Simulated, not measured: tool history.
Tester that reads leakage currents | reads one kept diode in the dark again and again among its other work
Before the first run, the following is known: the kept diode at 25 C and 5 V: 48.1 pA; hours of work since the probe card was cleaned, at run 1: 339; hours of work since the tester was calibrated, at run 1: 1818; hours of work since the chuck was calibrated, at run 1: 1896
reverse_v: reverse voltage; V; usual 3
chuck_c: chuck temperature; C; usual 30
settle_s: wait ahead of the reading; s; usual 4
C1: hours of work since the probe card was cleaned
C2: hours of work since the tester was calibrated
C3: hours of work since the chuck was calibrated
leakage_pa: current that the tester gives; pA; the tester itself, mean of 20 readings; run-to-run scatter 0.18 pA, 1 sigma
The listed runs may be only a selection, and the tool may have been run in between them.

Run 1, hour 0: usual settings; C1 339; C2 1818; C3 1896. Result: leakage_pa 50.65 pA.
Run 2, hour 21: usual settings; C1 348; C2 1827; C3 1905. Result: leakage_pa 50.62 pA.
Run 3, hour 64.6: usual settings; C1 367; C2 1845; C3 1923. Result: leakage_pa 50.69 pA.
Run 4, hour 100.4: usual settings but settle_s 0.3 s; C1 382; C2 1860; C3 1938. Result: leakage_pa 52.04 pA.
Run 5, hour 138.9: usual settings but settle_s 0.3 s; C1 398; C2 1877; C3 1955. Result: leakage_pa 51.92 pA.
Run 6, hour 163.5: usual settings but settle_s 0.3 s; C1 409; C2 1887; C3 1965. Result: leakage_pa 51.48 pA.
Run 7, hour 195.4: usual settings but settle_s 0.3 s; C1 422; C2 1901; C3 1979. Result: leakage_pa 51.89 pA.
Run 8, hour 215.5: usual settings but settle_s 0.3 s; C1 431; C2 1909; C3 1987. Result: leakage_pa 51.16 pA.
Run 9, hour 253.5: usual settings but settle_s 0.3 s; C1 447; C2 1925; C3 2003. Result: leakage_pa 51.49 pA.
At hour 257.8: chuck's temperature calibrated.
Run 10, hour 289.2: usual settings but reverse_v 5.84 V, settle_s 1.33 s; C1 461; C2 1940; C3 13. Result: leakage_pa 67.2 pA.
Run 11, hour 337.9: usual settings but reverse_v 11.95 V, settle_s 0.7 s; C1 482; C2 1960; C3 34. Result: leakage_pa 94.56 pA.
Run 12, hour 382.9: usual settings but reverse_v 3.32 V, settle_s 2.21 s; C1 501; C2 1979; C3 53. Result: leakage_pa 51.65 pA.
Run 13, hour 403: usual settings but reverse_v 3.32 V, settle_s 2.21 s; C1 509; C2 1988; C3 62. Result: leakage_pa 51.47 pA.
Run 14, hour 451.8: usual settings but reverse_v 3.32 V, settle_s 2.21 s; C1 530; C2 2008; C3 82. Result: leakage_pa 51.9 pA.
Run 15, hour 488.8: usual settings but reverse_v 7.21 V, settle_s 7.52 s; C1 546; C2 2024; C3 98. Result: leakage_pa 73.56 pA.
Run 16, hour 517: usual settings but chuck_c 32 C, settle_s 0.33 s; C1 558; C2 2036; C3 110. Result: leakage_pa 58.4 pA.

Forecast each of these 5 alternatives for the next run:
At hour 541.8: chuck's temperature calibrated, once more.
Run A, hour 558.9: usual settings but reverse_v 2.87 V, chuck_c 26 C, settle_s 1.38 s; C1 574; C2 2053; C3 7. Result: leakage_pa ?.
At hour 541.8: chuck's temperature calibrated, once more.
Run B, hour 558.9: usual settings but reverse_v 13.21 V; C1 574; C2 2053; C3 7. Result: leakage_pa ?.
At hour 541.8: chuck's temperature calibrated, once more.
Run C, hour 558.9: usual settings but reverse_v 4.73 V, chuck_c 47 C, settle_s 4.49 s; C1 574; C2 2053; C3 7. Result: leakage_pa ?.
At hour 541.8: chuck's temperature calibrated, once more.
Run D, hour 558.9: usual settings but reverse_v 2.55 V, chuck_c 32 C, settle_s 0.33 s; C1 574; C2 2053; C3 7. Result: leakage_pa ?.
At hour 541.8: chuck's temperature calibrated, once more.
Run E, hour 558.9: usual settings but reverse_v 11.36 V; C1 574; C2 2053; C3 7. Result: leakage_pa ?.

run  leakage_pa
  A       42.22
  B      117.16
  C      261.05
  D       65.24
  E      108.95
Had the tool no hidden state, the same runs would have come out as:
run  leakage_pa
  A       41.02
  B      111.69
  C      258.43
  D       64.09
  E      104.25
